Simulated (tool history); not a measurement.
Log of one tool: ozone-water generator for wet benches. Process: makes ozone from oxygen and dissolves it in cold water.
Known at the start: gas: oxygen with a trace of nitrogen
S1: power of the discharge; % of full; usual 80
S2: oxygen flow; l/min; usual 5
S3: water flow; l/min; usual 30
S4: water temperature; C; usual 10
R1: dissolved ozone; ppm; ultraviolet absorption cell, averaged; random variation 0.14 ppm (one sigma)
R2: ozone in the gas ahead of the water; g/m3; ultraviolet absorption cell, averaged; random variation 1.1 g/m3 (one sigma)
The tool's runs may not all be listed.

{"run": 1, "hour": 0.0, "S1": 80, "S2": 5, "S3": 30, "S4": 10, "R1": 14.9, "R2": 186.9}
{"run": 2, "hour": 52.7, "S1": 80, "S2": 5, "S3": 30, "S4": 10, "R1": 14.7, "R2": 188.3}
{"run": 3, "hour": 104.8, "S1": 80, "S2": 5, "S3": 30, "S4": 10, "R1": 14.8, "R2": 186.4}
{"run": 4, "hour": 157.8, "S1": 80, "S2": 5, "S3": 30, "S4": 10, "R1": 14.8, "R2": 186.6}
{"run": 5, "hour": 206.1, "S1": 80, "S2": 5, "S3": 30, "S4": 10, "R1": 15, "R2": 186.4}
{"run": 6, "hour": 258.1, "S1": 80, "S2": 5, "S3": 29, "S4": 10, "R1": 15.5, "R2": 187.7}
{"run": 7, "hour": 295.0, "S1": 80, "S2": 5, "S3": 29, "S4": 10, "R1": 15.3, "R2": 186.9}
{"run": 8, "hour": 331.6, "S1": 80, "S2": 5, "S3": 29, "S4": 10, "R1": 15.2, "R2": 185.5}
{"run": 9, "hour": 378.2, "S1": 80, "S2": 5, "S3": 30, "S4": 12, "R1": 14.6, "R2": 186.7}
{"run": 10, "hour": 415.2, "S1": 80, "S2": 5, "S3": 30, "S4": 12, "R1": 14.6, "R2": 183.9}
{"run": 11, "hour": 477.4, "S1": 80, "S2": 5, "S3": 30, "S4": 12, "R1": 14.4, "R2": 184.2}
{"run": 12, "hour": 523.0, "S1": 80, "S2": 5, "S3": 30, "S4": 12, "R1": 14.3, "R2": 186.8}
{"run": 13, "hour": 577.7, "S1": 80, "S2": 5, "S3": 30, "S4": 12, "R1": 14.7, "R2": 186.7}
{"run": 14, "hour": 629.3, "S1": 80, "S2": 5, "S3": 30, "S4": 12, "R1": 14.4, "R2": 186.3}
{"run": 15, "hour": 657.6, "S1": 80, "S2": 5, "S3": 30, "S4": 12, "R1": 14.1, "R2": 185.5}
{"run": 16, "hour": 716.1, "S1": 80, "S2": 5, "S3": 30, "S4": 12, "R1": 14.3, "R2": 186.7}
{"run": 17, "hour": 754.8, "S1": 80, "S2": 5, "S3": 35, "S4": 10, "R1": 12.4, "R2": 184.3}
{"run": 18, "hour": 793.1, "S1": 54, "S2": 8.62, "S3": 41, "S4": 10, "R1": 9, "R2": 102}
{"run": 19, "hour": 853.4, "S1": 46, "S2": 8.62, "S3": 41, "S4": 10, "R1": 7.9, "R2": 91.8}
{"run": 20, "hour": 912.9, "S1": 46, "S2": 8.62, "S3": 41, "S4": 10, "R1": 7.9, "R2": 92.9}
{"run": 21, "hour": 971.9, "S1": 80, "S2": 5.56, "S3": 30, "S4": 8, "R1": 15, "R2": 172.5}
{"run": 22, "hour": 998.0, "S1": 89, "S2": 2.9, "S3": 35, "S4": 8, "R1": 12.2, "R2": 278.1}
{"run": 23, "hour": 1045.7, "S1": 89, "S2": 2.9, "S3": 35, "S4": 8, "R1": 12.4, "R2": 281}
{"run": 24, "hour": 1099.2, "S1": 89, "S2": 2.9, "S3": 35, "S4": 8, "R1": 12.4, "R2": 279.5}
{"run": 25, "hour": 1140.1, "S1": 89, "S2": 2.9, "S3": 42, "S4": 8, "R1": 10.1, "R2": 275.8}
{"run": 26, "hour": 1182.3, "S1": 89, "S2": 2.9, "S3": 44, "S4": 15, "R1": 9.3, "R2": 281.1}
{"run": 27, "hour": 1243.0, "S1": 89, "S2": 2.9, "S3": 44, "S4": 15, "R1": 9.3, "R2": 277.8}
{"run": 28, "hour": 1289.4, "S1": 89, "S2": 2.9, "S3": 44, "S4": 15, "R1": 9.3, "R2": 277.9}
{"run": 29, "hour": 1346.9, "S1": 89, "S2": 2.9, "S3": 44, "S4": 15, "R1": 9.3, "R2": 276.9}
{"run": 30, "hour": 1387.3, "S1": 54, "S2": 2.9, "S3": 47, "S4": 7, "R1": 6.6, "R2": 202.6}
{"run": 31, "hour": 1431.6, "S1": 54, "S2": 2.9, "S3": 47, "S4": 7, "R1": 6.6, "R2": 204.1}
{"run": 32, "hour": 1486.4, "S1": 54, "S2": 5.97, "S3": 47, "S4": 10, "R1": 7.3, "R2": 128.2}
{"run": 33, "hour": 1548.4, "S1": 41, "S2": 5.97, "S3": 44, "S4": 10, "R1": 6.8, "R2": 109.1}

Hidden state or all else? Some run-to-run changes of R1, split into what the settings, what came in and random variation would give without the hidden state, and what is left for the hidden state (with any gauge scatter that isn't in both results):
The hidden state here: yield of the discharge, % of new electrodes'; contactor's efficiency, % of a clean one's; true water temperature over the reading, C; drift of the gauge itself on ozone_ppm, %; drift of the gauge itself on gas_g_m3, %.
Run 17 -> 18: S1 80 -> 54, S2 5 -> 8.62, S3 35 -> 41. R1 -3.4 ppm: hidden state +0.4, all else -3.8.
Run 20 -> 21: S1 46 -> 80, S2 8.62 -> 5.56, S3 41 -> 30, S4 10 -> 8. R1 +7.1 ppm: hidden state -0.7, all else +7.8.
Run 21 -> 22: S1 80 -> 89, S2 5.56 -> 2.9, S3 30 -> 35. R1 -2.8 ppm: hidden state +0.1, all else -2.9.
Run 29 -> 30: S1 89 -> 54, S3 44 -> 47, S4 15 -> 7. R1 -2.7 ppm: hidden state +0.4, all else -3.1.
